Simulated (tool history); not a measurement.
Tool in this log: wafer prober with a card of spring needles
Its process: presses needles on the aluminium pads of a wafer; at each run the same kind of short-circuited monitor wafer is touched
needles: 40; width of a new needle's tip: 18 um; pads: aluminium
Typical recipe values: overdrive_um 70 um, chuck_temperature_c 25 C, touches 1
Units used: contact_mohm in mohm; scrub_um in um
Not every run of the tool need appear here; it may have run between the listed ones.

| run | day | overdrive_um | chuck_temperature_c | touches | contact_mohm | scrub_um |
|---|---|---|---|---|---|---|
| 1 | 0.000 | 70 | 25 | 1 | 263 | 12.98 |
|  | 0.079 | tips cleaned on abrasive film |
|  | 0.238 | tips cleaned on abrasive film |
|  | 0.396 | tips cleaned on abrasive film |
|  | 0.554 | tips cleaned on abrasive film |
|  | 0.712 | tips cleaned on abrasive film |
|  | 0.908 | tips cleaned on abrasive film |
|  | 1.067 | tips cleaned on abrasive film |
| 2 | 1.212 | 60 | 25 | 1 | 389 | 10.95 |
|  | 1.254 | tips cleaned on abrasive film |
|  | 1.412 | tips cleaned on abrasive film |
|  | 1.571 | tips cleaned on abrasive film |
|  | 1.729 | tips cleaned on abrasive film |
|  | 1.888 | tips cleaned on abrasive film |
|  | 2.046 | tips cleaned on abrasive film |
|  | 2.204 | tips cleaned on abrasive film |
|  | 2.358 | tips cleaned on abrasive film |
|  | 2.517 | tips cleaned on abrasive film |
|  | 2.675 | tips cleaned on abrasive film |
|  | 2.833 | tips cleaned on abrasive film |
|  | 3.029 | tips cleaned on abrasive film |
| 3 | 3.075 | 60 | 25 | 1 | 252 | 10.63 |
|  | 3.196 | tips cleaned on abrasive film |
|  | 3.354 | tips cleaned on abrasive film |
|  | 3.512 | tips cleaned on abrasive film |
|  | 3.667 | tips cleaned on abrasive film |
|  | 3.825 | tips cleaned on abrasive film |
|  | 3.983 | tips cleaned on abrasive film |
|  | 4.112 | height of the first contact set anew |
|  | 4.192 | tips cleaned on abrasive film |
|  | 4.350 | tips cleaned on abrasive film |
|  | 4.508 | tips cleaned on abrasive film |
|  | 4.704 | tips cleaned on abrasive film |
|  | 4.862 | tips cleaned on abrasive film |
| 4 | 5.008 | 60 | 116 | 1 | 382 | 11.42 |
|  | 5.050 | tips cleaned on abrasive film |
|  | 5.208 | tips cleaned on abrasive film |
|  | 5.367 | tips cleaned on abrasive film |
|  | 5.562 | tips cleaned on abrasive film |
|  | 5.721 | tips cleaned on abrasive film |
|  | 5.879 | tips cleaned on abrasive film |
|  | 6.033 | tips cleaned on abrasive film |
|  | 6.192 | tips cleaned on abrasive film |
|  | 6.350 | tips cleaned on abrasive film |
|  | 6.508 | tips cleaned on abrasive film |
|  | 6.704 | tips cleaned on abrasive film |
|  | 6.900 | tips cleaned on abrasive film |
|  | 7.058 | tips cleaned on abrasive film |
| 5 | 7.200 | 60 | 116 | 1 | 420 | 11.14 |
|  | 7.242 | tips cleaned on abrasive film |
|  | 7.400 | tips cleaned on abrasive film |
|  | 7.596 | tips cleaned on abrasive film |
|  | 7.792 | tips cleaned on abrasive film |
|  | 7.988 | tips cleaned on abrasive film |
|  | 8.146 | tips cleaned on abrasive film |
|  | 8.304 | tips cleaned on abrasive film |
|  | 8.462 | tips cleaned on abrasive film |
|  | 8.658 | tips cleaned on abrasive film |
|  | 8.854 | tips cleaned on abrasive film |
|  | 9.050 | tips cleaned on abrasive film |
|  | 9.208 | tips cleaned on abrasive film |
|  | 9.367 | tips cleaned on abrasive film |
|  | 9.525 | tips cleaned on abrasive film |
| 6 | 9.617 | 60 | 68 | 1 | 370 | 10.89 |
|  | 9.696 | tips cleaned on abrasive film |
|  | 9.854 | tips cleaned on abrasive film |
|  | 10.012 | tips cleaned on abrasive film |
|  | 10.171 | tips cleaned on abrasive film |
|  | 10.329 | tips cleaned on abrasive film |
|  | 10.483 | tips cleaned on abrasive film |
|  | 10.642 | tips cleaned on abrasive film |
|  | 10.800 | tips cleaned on abrasive film |
|  | 10.958 | tips cleaned on abrasive film |
|  | 11.117 | tips cleaned on abrasive film |
|  | 11.275 | tips cleaned on abrasive film |
| 7 | 11.392 | 60 | 68 | 1 | 424 | 10.56 |
|  | 11.433 | tips cleaned on abrasive film |
|  | 11.592 | tips cleaned on abrasive film |
|  | 11.750 | tips cleaned on abrasive film |
|  | 11.946 | tips cleaned on abrasive film |
|  | 12.142 | tips cleaned on abrasive film |
|  | 12.233 | height of the first contact set anew |
|  | 12.312 | tips cleaned on abrasive film |
|  | 12.471 | tips cleaned on abrasive film |
|  | 12.629 | tips cleaned on abrasive film |
|  | 12.788 | tips cleaned on abrasive film |
|  | 12.942 | tips cleaned on abrasive film |
| 8 | 13.079 | 60 | 68 | 1 | 419 | 11.46 |
|  | 13.121 | tips cleaned on abrasive film |
|  | 13.317 | tips cleaned on abrasive film |
|  | 13.475 | tips cleaned on abrasive film |
|  | 13.633 | tips cleaned on abrasive film |
|  | 13.792 | tips cleaned on abrasive film |
|  | 14.292 | card fitted with new needles |
|  | 14.450 | tips cleaned on abrasive film |
|  | 14.608 | tips cleaned on abrasive film |
|  | 14.762 | tips cleaned on abrasive film |
|  | 14.921 | tips cleaned on abrasive film |
|  | 15.088 | tips cleaned on abrasive film |
| 9 | 15.088 | 60 | 68 | 1 | 147 | 11.45 |
|  | 15.246 | tips cleaned on abrasive film |
|  | 15.404 | tips cleaned on abrasive film |
|  | 15.600 | tips cleaned on abrasive film |
|  | 15.796 | tips cleaned on abrasive film |
|  | 15.954 | tips cleaned on abrasive film |
|  | 16.112 | tips cleaned on abrasive film |
|  | 16.267 | tips cleaned on abrasive film |
|  | 16.425 | tips cleaned on abrasive film |
|  | 16.621 | tips cleaned on abrasive film |
|  | 16.817 | tips cleaned on abrasive film |
|  | 17.012 | tips cleaned on abrasive film |
|  | 17.171 | tips cleaned on abrasive film |
|  | 17.329 | tips cleaned on abrasive film |
|  | 17.525 | tips cleaned on abrasive film |
| 10 | 17.654 | 69 | 25 | 1 | 229 | 12.95 |
|  | 17.696 | tips cleaned on abrasive film |
|  | 17.854 | tips cleaned on abrasive film |
|  | 18.008 | tips cleaned on abrasive film |
|  | 18.208 | tips cleaned on abrasive film |
|  | 18.404 | tips cleaned on abrasive film |
|  | 18.600 | tips cleaned on abrasive film |
|  | 18.754 | tips cleaned on abrasive film |
|  | 18.912 | tips cleaned on abrasive film |
|  | 19.071 | tips cleaned on abrasive film |
| 11 | 19.171 | 69 | 25 | 1 | 220 | 12.66 |
|  | 19.254 | tips cleaned on abrasive film |
|  | 19.412 | tips cleaned on abrasive film |
|  | 19.571 | tips cleaned on abrasive film |
|  | 19.725 | tips cleaned on abrasive film |
|  | 19.883 | tips cleaned on abrasive film |
|  | 20.042 | tips cleaned on abrasive film |
|  | 20.200 | tips cleaned on abrasive film |
|  | 20.358 | tips cleaned on abrasive film |
|  | 20.517 | tips cleaned on abrasive film |
|  | 20.671 | tips cleaned on abrasive film |
|  | 20.871 | tips cleaned on abrasive film |
|  | 21.067 | tips cleaned on abrasive film |
|  | 21.221 | tips cleaned on abrasive film |
|  | 21.379 | tips cleaned on abrasive film |
|  | 21.538 | tips cleaned on abrasive film |
|  | 21.696 | tips cleaned on abrasive film |
| 12 | 21.738 | 69 | 115 | 1 | 187 | 12.35 |
|  | 21.854 | tips cleaned on abrasive film |
|  | 22.012 | tips cleaned on abrasive film |
|  | 22.208 | tips cleaned on abrasive film |
|  | 22.367 | tips cleaned on abrasive film |
|  | 22.417 | height of the first contact set anew |
|  | 22.538 | tips cleaned on abrasive film |
|  | 22.696 | tips cleaned on abrasive film |
|  | 22.854 | tips cleaned on abrasive film |
|  | 23.012 | tips cleaned on abrasive film |
|  | 23.208 | tips cleaned on abrasive film |
|  | 23.404 | tips cleaned on abrasive film |
|  | 23.562 | tips cleaned on abrasive film |
|  | 23.758 | tips cleaned on abrasive film |
| 13 | 23.758 | 74 | 26 | 1 | 147 | 14.13 |
|  | 23.917 | tips cleaned on abrasive film |
|  | 24.075 | tips cleaned on abrasive film |
|  | 24.271 | tips cleaned on abrasive film |
|  | 24.425 | tips cleaned on abrasive film |
|  | 24.583 | tips cleaned on abrasive film |
|  | 24.742 | tips cleaned on abrasive film |
|  | 24.938 | tips cleaned on abrasive film |
|  | 25.133 | tips cleaned on abrasive film |
|  | 25.292 | tips cleaned on abrasive film |
|  | 25.488 | tips cleaned on abrasive film |
|  | 25.683 | tips cleaned on abrasive film |
| 14 | 25.767 | 74 | 26 | 1 | 208 | 13.76 |
|  | 25.850 | tips cleaned on abrasive film |
|  | 26.004 | tips cleaned on abrasive film |
|  | 26.200 | tips cleaned on abrasive film |
|  | 26.358 | tips cleaned on abrasive film |
|  | 26.517 | tips cleaned on abrasive film |
|  | 26.675 | tips cleaned on abrasive film |
|  | 26.833 | tips cleaned on abrasive film |
|  | 26.992 | tips cleaned on abrasive film |
|  | 27.150 | tips cleaned on abrasive film |
|  | 27.304 | tips cleaned on abrasive film |
|  | 27.462 | tips cleaned on abrasive film |
|  | 27.621 | tips cleaned on abrasive film |
|  | 27.779 | tips cleaned on abrasive film |
|  | 27.938 | tips cleaned on abrasive film |
|  | 28.133 | tips cleaned on abrasive film |
|  | 28.292 | tips cleaned on abrasive film |
|  | 28.450 | tips cleaned on abrasive film |
| 15 | 28.488 | 55 | 25 | 1 | 226 | 9.79 |

Forecast each of these 4 alternatives for the next run:
|  | 28.642 | tips cleaned on abrasive film |
|  | 28.800 | tips cleaned on abrasive film |
|  | 28.958 | tips cleaned on abrasive film |
|  | 29.154 | tips cleaned on abrasive film |
|  | 29.312 | tips cleaned on abrasive film |
|  | 29.471 | tips cleaned on abrasive film |
|  | 29.629 | tips cleaned on abrasive film |
|  | 29.825 | tips cleaned on abrasive film |
|  | 29.983 | tips cleaned on abrasive film |
|  | 30.138 | tips cleaned on abrasive film |
|  | 30.296 | tips cleaned on abrasive film |
|  | 30.454 | tips cleaned on abrasive film |
|  | 30.546 | height of the first contact set anew |
|  | 30.625 | tips cleaned on abrasive film |
|  | 30.821 | tips cleaned on abrasive film |
|  | 31.017 | tips cleaned on abrasive film |
|  | 31.212 | tips cleaned on abrasive film |
| A | 31.329 | 75 | 92 | 1 | ? | ? |
|  | 28.642 | tips cleaned on abrasive film |
|  | 28.800 | tips cleaned on abrasive film |
|  | 28.958 | tips cleaned on abrasive film |
|  | 29.154 | tips cleaned on abrasive film |
|  | 29.312 | tips cleaned on abrasive film |
|  | 29.471 | tips cleaned on abrasive film |
|  | 29.629 | tips cleaned on abrasive film |
|  | 29.825 | tips cleaned on abrasive film |
|  | 29.983 | tips cleaned on abrasive film |
|  | 30.138 | tips cleaned on abrasive film |
|  | 30.296 | tips cleaned on abrasive film |
|  | 30.454 | tips cleaned on abrasive film |
|  | 30.546 | height of the first contact set anew |
|  | 30.625 | tips cleaned on abrasive film |
|  | 30.821 | tips cleaned on abrasive film |
|  | 31.017 | tips cleaned on abrasive film |
|  | 31.212 | tips cleaned on abrasive film |
| B | 31.329 | 65 | 53 | 2 | ? | ? |
|  | 28.642 | tips cleaned on abrasive film |
|  | 28.800 | tips cleaned on abrasive film |
|  | 28.958 | tips cleaned on abrasive film |
|  | 29.154 | tips cleaned on abrasive film |
|  | 29.312 | tips cleaned on abrasive film |
|  | 29.471 | tips cleaned on abrasive film |
|  | 29.629 | tips cleaned on abrasive film |
|  | 29.825 | tips cleaned on abrasive film |
|  | 29.983 | tips cleaned on abrasive film |
|  | 30.138 | tips cleaned on abrasive film |
|  | 30.296 | tips cleaned on abrasive film |
|  | 30.454 | tips cleaned on abrasive film |
|  | 30.546 | height of the first contact set anew |
|  | 30.625 | tips cleaned on abrasive film |
|  | 30.821 | tips cleaned on abrasive film |
|  | 31.017 | tips cleaned on abrasive film |
|  | 31.212 | tips cleaned on abrasive film |
| C | 31.329 | 69 | 25 | 2 | ? | ? |
|  | 28.642 | tips cleaned on abrasive film |
|  | 28.800 | tips cleaned on abrasive film |
|  | 28.958 | tips cleaned on abrasive film |
|  | 29.154 | tips cleaned on abrasive film |
|  | 29.312 | tips cleaned on abrasive film |
|  | 29.471 | tips cleaned on abrasive film |
|  | 29.629 | tips cleaned on abrasive film |
|  | 29.825 | tips cleaned on abrasive film |
|  | 29.983 | tips cleaned on abrasive film |
|  | 30.138 | tips cleaned on abrasive film |
|  | 30.296 | tips cleaned on abrasive film |
|  | 30.454 | tips cleaned on abrasive film |
|  | 30.546 | height of the first contact set anew |
|  | 30.625 | tips cleaned on abrasive film |
|  | 30.821 | tips cleaned on abrasive film |
|  | 31.017 | tips cleaned on abrasive film |
|  | 31.212 | tips cleaned on abrasive film |
| D | 31.329 | 70 | 25 | 2 | ? | ? |

| run | contact_mohm | scrub_um |
|---|---|---|
| A | 246 | 14.43 |
| B | 220 | 12.47 |
| C | 212 | 13.32 |
| D | 208 | 13.46 |
With no hidden state in the tool, these same runs would have given:
| run | contact_mohm | scrub_um |
|---|---|---|
| A | 143 | 14.52 |
| B | 136 | 12.56 |
| C | 133 | 13.40 |
| D | 131 | 13.54 |

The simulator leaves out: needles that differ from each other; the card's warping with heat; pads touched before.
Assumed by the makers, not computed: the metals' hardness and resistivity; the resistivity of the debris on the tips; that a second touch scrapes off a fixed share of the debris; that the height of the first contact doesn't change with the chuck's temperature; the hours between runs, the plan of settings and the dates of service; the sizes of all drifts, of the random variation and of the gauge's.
